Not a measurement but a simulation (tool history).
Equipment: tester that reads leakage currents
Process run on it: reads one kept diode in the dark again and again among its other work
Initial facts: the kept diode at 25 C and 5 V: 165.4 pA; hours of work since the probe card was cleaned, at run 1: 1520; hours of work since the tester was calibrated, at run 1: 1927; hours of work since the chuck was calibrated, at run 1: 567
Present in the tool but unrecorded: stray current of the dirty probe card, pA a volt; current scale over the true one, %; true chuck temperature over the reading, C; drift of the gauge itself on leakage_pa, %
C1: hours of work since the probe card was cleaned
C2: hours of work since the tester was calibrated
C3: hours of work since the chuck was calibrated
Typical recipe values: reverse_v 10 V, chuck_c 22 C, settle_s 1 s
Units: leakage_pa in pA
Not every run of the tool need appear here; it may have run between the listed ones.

{"run": 1, "hour": 0.0, "reverse_v": 10, "chuck_c": 22, "settle_s": 1, "C1": 1520, "C2": 1927, "C3": 567, "leakage_pa": 182.4}
{"run": 2, "hour": 84.6, "reverse_v": 10, "chuck_c": 54, "settle_s": 1, "C1": 1568, "C2": 1975, "C3": 614, "leakage_pa": 2647.47}
{"run": 3, "hour": 235.4, "reverse_v": 10, "chuck_c": 54, "settle_s": 1, "C1": 1653, "C2": 2061, "C3": 700, "leakage_pa": 2660.63}
{"run": 4, "hour": 368.9, "reverse_v": 10, "chuck_c": 54, "settle_s": 1, "C1": 1729, "C2": 2136, "C3": 776, "leakage_pa": 2671.8}
{"run": 5, "hour": 476.9, "reverse_v": 10, "chuck_c": 54, "settle_s": 1, "C1": 1790, "C2": 2197, "C3": 837, "leakage_pa": 2660.15}
{"run": 6, "hour": 595.7, "reverse_v": 11.8, "chuck_c": 54, "settle_s": 1, "C1": 1857, "C2": 2265, "C3": 904, "leakage_pa": 2879.11}
{"run": 7, "hour": 670.2, "reverse_v": 11.8, "chuck_c": 54, "settle_s": 1, "C1": 1899, "C2": 2307, "C3": 946, "leakage_pa": 2874.75}
{"run": 8, "hour": 774.4, "reverse_v": 11.8, "chuck_c": 54, "settle_s": 1.05, "C1": 1958, "C2": 2366, "C3": 1005, "leakage_pa": 2888.31}
{"run": 9, "hour": 886.2, "reverse_v": 10, "chuck_c": 22, "settle_s": 1, "C1": 2022, "C2": 2429, "C3": 1069, "leakage_pa": 188.49}
{"run": 10, "hour": 1012.1, "reverse_v": 10, "chuck_c": 22, "settle_s": 1, "C1": 2093, "C2": 2501, "C3": 1140, "leakage_pa": 190.47}
{"hour": 1029.4, "done": "tester calibrated"}
{"run": 11, "hour": 1141.3, "reverse_v": 10, "chuck_c": 22, "settle_s": 1, "C1": 2165, "C2": 63, "C3": 1212, "leakage_pa": 189.99}
{"run": 12, "hour": 1211.5, "reverse_v": 10, "chuck_c": 22, "settle_s": 1, "C1": 2205, "C2": 103, "C3": 1252, "leakage_pa": 190.34}
{"run": 13, "hour": 1339.4, "reverse_v": 2.4, "chuck_c": 26, "settle_s": 0.44, "C1": 2277, "C2": 176, "C3": 1324, "leakage_pa": 140.05}
{"run": 14, "hour": 1508.1, "reverse_v": 7.9, "chuck_c": 41, "settle_s": 0.56, "C1": 2373, "C2": 271, "C3": 1420, "leakage_pa": 872.01}
{"run": 15, "hour": 1613.5, "reverse_v": 1.7, "chuck_c": 25, "settle_s": 1, "C1": 2433, "C2": 331, "C3": 1480, "leakage_pa": 109.58}
{"run": 16, "hour": 1772.1, "reverse_v": 3.5, "chuck_c": 22, "settle_s": 5.01, "C1": 2523, "C2": 421, "C3": 1569, "leakage_pa": 115.35}
{"hour": 1789.1, "done": "tester calibrated, once more"}
{"run": 17, "hour": 1905.5, "reverse_v": 3.5, "chuck_c": 22, "settle_s": 5.01, "C1": 2597, "C2": 66, "C3": 1644, "leakage_pa": 118.8}
{"run": 18, "hour": 2072.9, "reverse_v": 3.1, "chuck_c": 23, "settle_s": 1, "C1": 2692, "C2": 161, "C3": 1739, "leakage_pa": 123.98}
{"run": 19, "hour": 2210.8, "reverse_v": 10, "chuck_c": 51, "settle_s": 0.31, "C1": 2770, "C2": 239, "C3": 1817, "leakage_pa": 2228.35}

Here are 4 independent what-if runs from the current tool condition. What would each one return?
{"run": "A", "hour": 2368.5, "reverse_v": 3.6, "chuck_c": 22, "settle_s": 1, "C1": 2859, "C2": 328, "C3": 1906, "leakage_pa": "?"}
{"run": "B", "hour": 2368.5, "reverse_v": 1.2, "chuck_c": 30, "settle_s": 1.39, "C1": 2859, "C2": 328, "C3": 1906, "leakage_pa": "?"}
{"run": "C", "hour": 2368.5, "reverse_v": 2.8, "chuck_c": 57, "settle_s": 0.31, "C1": 2859, "C2": 328, "C3": 1906, "leakage_pa": "?"}
{"run": "D", "hour": 2368.5, "reverse_v": 2.2, "chuck_c": 55, "settle_s": 8.9, "C1": 2859, "C2": 328, "C3": 1906, "leakage_pa": "?"}

run=A leakage_pa=123.1
run=B leakage_pa=149.97
run=C leakage_pa=2002.75
run=D leakage_pa=1526.17
The same runs, with their run-to-run variation unchanged, on a tool lacking any hidden condition would have given:
run=A leakage_pa=109.49
run=B leakage_pa=137.63
run=C leakage_pa=1876.38
run=D leakage_pa=1428.51

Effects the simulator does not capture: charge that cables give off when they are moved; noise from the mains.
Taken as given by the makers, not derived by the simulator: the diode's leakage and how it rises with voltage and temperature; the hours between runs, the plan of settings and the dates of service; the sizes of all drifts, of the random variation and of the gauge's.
